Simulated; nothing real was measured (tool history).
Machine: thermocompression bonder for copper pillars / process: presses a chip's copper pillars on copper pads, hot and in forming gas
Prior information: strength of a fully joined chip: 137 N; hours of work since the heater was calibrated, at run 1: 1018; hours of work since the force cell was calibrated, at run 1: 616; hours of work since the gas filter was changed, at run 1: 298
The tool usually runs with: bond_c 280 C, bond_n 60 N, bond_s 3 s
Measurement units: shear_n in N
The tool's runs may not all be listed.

run,day,bond_c,bond_n,bond_s,hours of work since the heater was calibrated,hours of work since the force cell was calibrated,hours of work since the gas filter was changed,shear_n
1,0,280,60,3,1018,616,298,57.8
# day 1.892: forming gas filter changed
2,3.675,280,60,3,1082,680,31,59.1
3,7.446,280,60,3,1148,746,97,57.3
4,10.979,280,61,3,1210,808,159,56.6
5,15.142,280,61,3,1282,880,231,56.2
# day 17.725: heater calibrated with a thermocouple chip
6,18.25,280,61,3,9,933,284,62.9
# day 20.846: forming gas filter changed
7,21.979,280,61,3,74,998,20,64.5
8,25.146,280,85,3,129,1053,75,83.8
9,29.375,280,60,5,203,1127,149,73.6
10,32.783,280,60,3,263,1187,208,60.8
11,36.979,280,60,3,336,1260,282,59.2
# day 39.904: forming gas filter changed
12,40.888,280,60,3,404,1328,17,59.9
13,45.217,280,60,4,479,1404,93,65.9
14,47.192,280,77,2,514,1438,127,64.9
15,49.45,280,58,2,553,1477,167,48.8
# day 52.175: force cell calibrated
16,52.871,280,54,2,612,12,225,46.9
17,56.658,280,54,2,678,78,291,45

What does the tool deliver on the next run?
# day 58.942: forming gas filter changed
18,59.525,280,76,3,728,128,10,?

shear_n: 75.5 N
With no hidden state in the tool, this same run would have given shear_n 82.5 N.
